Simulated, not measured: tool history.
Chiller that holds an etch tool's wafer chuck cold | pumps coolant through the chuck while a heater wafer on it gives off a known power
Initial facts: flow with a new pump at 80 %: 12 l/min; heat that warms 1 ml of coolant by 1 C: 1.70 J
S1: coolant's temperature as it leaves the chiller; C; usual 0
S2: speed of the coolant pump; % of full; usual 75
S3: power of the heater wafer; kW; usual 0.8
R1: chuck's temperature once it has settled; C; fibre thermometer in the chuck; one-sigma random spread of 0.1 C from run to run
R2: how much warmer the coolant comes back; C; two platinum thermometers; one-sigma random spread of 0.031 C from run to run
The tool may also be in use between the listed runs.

run 1 hour=0 | S1=0 S2=75 S3=0.8 | R1=9.3 R2=2.84
run 2 hour=130.1 | S1=0 S2=69 S3=0.8 | R1=10.2 R2=3.09
run 3 hour=271.3 | S1=0 S2=69 S3=0.8 | R1=10.3 R2=3.19
run 4 hour=422.4 | S1=0 S2=69 S3=0.8 | R1=10.4 R2=3.2
run 5 hour=557.8 | S1=0 S2=72 S3=0.8 | R1=10 R2=2.99
run 6 hour=644.6 | S1=0 S2=72 S3=0.8 | R1=9.9 R2=3.04
run 7 hour=814.6 | S1=0 S2=72 S3=0.8 | R1=10.1 R2=3.1
run 8 hour=922.9 | S1=-3 S2=68 S3=0.625 | R1=5.3 R2=2.54
run 9 hour=1069 | S1=-3 S2=68 S3=0.625 | R1=5.1 R2=2.56
run 10 hour=1149.2 | S1=-3 S2=68 S3=0.625 | R1=5.3 R2=2.53
run 11 hour=1231 | S1=10 S2=68 S3=0.625 | R1=18.3 R2=2.52
run 12 hour=1374.8 | S1=10 S2=84 S3=0.625 | R1=16.8 R2=2.01

Some steps in R1, run to run, broken into two amounts with sign: the step expected even without the hidden condition (settings, incoming material, random variation), and the rest, left for the hidden condition together with whatever gauge scatter is not in both the measured and the hidden-condition-free result:
The hidden state here: heat passed by the chuck's channels, % of clean ones'; flow at a given pump speed, % of a new pump's; coolant's true temperature over the reading, C; drift of the gauge itself on chuck_c, C; drift of the gauge itself on warmer_back_c, C.
Run 7 -> 8: S1 0 -> -3, S2 72 -> 68, S3 0.8 -> 0.625. R1 -4.8 C: hidden state -0.3, all else -4.5.
Run 10 -> 11: S1 -3 -> 10. R1 +13 C: hidden state +0.1, all else +12.9.
